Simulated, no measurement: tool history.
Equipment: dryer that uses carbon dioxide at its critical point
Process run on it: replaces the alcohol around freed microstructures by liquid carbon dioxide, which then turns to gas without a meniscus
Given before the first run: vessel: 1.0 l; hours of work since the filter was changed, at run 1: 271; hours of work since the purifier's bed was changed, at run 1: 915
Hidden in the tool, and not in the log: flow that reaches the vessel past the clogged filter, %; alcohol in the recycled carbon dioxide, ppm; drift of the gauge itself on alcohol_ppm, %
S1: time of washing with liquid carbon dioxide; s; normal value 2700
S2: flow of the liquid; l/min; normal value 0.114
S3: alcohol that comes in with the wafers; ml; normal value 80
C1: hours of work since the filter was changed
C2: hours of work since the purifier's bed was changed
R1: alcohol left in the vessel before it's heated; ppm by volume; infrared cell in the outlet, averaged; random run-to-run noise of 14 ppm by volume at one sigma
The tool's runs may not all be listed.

run    hour    S1     S2  S3   C1    C2    R1
  1       0  2700  0.114  80  271   915  1250
  2    52.5  2700  0.114  80  310   954  1266
  3   100.4  2700  0.114  80  345   989  1310
  4   168.3  2700  0.114  80  395  1039  1340
  5   229.7  2700  0.114  80  440  1084  1411
      238.9  -- inlet filter changed
  6   265.8  2700  0.114  80   20  1110  1145
  7   315.8  2700  0.114  80   57  1147  1167
  8   365.3  2700  0.114  80   93  1184  1202
      392.1  -- purifier's bed changed
  9   419.4  2700  0.114  80  131    20   947
 10   478.9  2700  0.114  80  175    64   982
 11   508.8  2700  0.114  80  197    86  1002
 12   566.2  2880  0.114  80  239   128   785
 13   602.2  2700  0.114  89  266   155  1181
 14   645.2  2700  0.114  89  297   187  1177
 15   690.2  2700  0.158  89  331   220   268
 16   755.2  2700  0.158  89  379   268   289
 17     785  2700  0.114  80  400   290  1168
 18   830.9  2700  0.114  80  434   324  1222
      845.8  -- inlet filter changed
 19   888.9  2700  0.114  80   32   366   930
 20     919  2700  0.114  80   54   388  1007
 21   972.6  4320  0.087  79   93   427   459
 22    1015  2640  0.114  27  125   459   454
 23  1065.3  2640  0.114  27  162   496   456
 24  1097.2  2640  0.113  20  185   519   404
 25  1147.2  2700  0.114  20  222   556   379
 26  1215.6  1920  0.114  70  273   607  3221
 27  1265.9  2340  0.072  34  310   644  3416
 28    1319  2340  0.072  34  349   683  3542
 29  1359.5  2340  0.072  34  379   713  3472
 30  1422.6  2340  0.072  34  425   759  3578
     1451.4  -- inlet filter changed
 31    1473  2280  0.101  70   16   796  2581
 32  1519.9  2400  0.073  24   50   830  2097
 33  1563.9  2400  0.073  24   83   863  2122
 34  1625.2  2400  0.073  24  128   908  2194
 35  1693.9  2400  0.073  24  179   959  2270
 36  1726.1  2400  0.073  24  203   982  2305
 37  1766.6  2760   0.12  80  232  1012   917

For each entry between runs, how does the tool's hidden state at the last listed run before it compare with that at the first listed run after it?
In the gap between runs 5 and 6: inlet filter changed (hour 238.9)
  flow that reaches the vessel past the clogged filter, %: 93.3 -> 99.2; alcohol in the recycled carbon dioxide, ppm: 261.3 -> 267.3
  measured minus no-state result, R1: +558 -> +294 ppm by volume
In the gap between runs 8 and 9: purifier's bed changed (hour 392.1)
  flow that reaches the vessel past the clogged filter, %: 98.2 -> 97.7; alcohol in the recycled carbon dioxide, ppm: 283 -> 11.7
  measured minus no-state result, R1: +353 -> +101 ppm by volume
In the gap between runs 18 and 19: inlet filter changed (hour 845.8)
  flow that reaches the vessel past the clogged filter, %: 93.5 -> 99.3; alcohol in the recycled carbon dioxide, ppm: 78.3 -> 87.9
  measured minus no-state result, R1: +367 -> +107 ppm by volume
In the gap between runs 30 and 31: inlet filter changed (hour 1451.4)
  flow that reaches the vessel past the clogged filter, %: 93.6 -> 99.4; alcohol in the recycled carbon dioxide, ppm: 175.8 -> 183.3
  measured minus no-state result, R1: +663 -> +230 ppm by volume
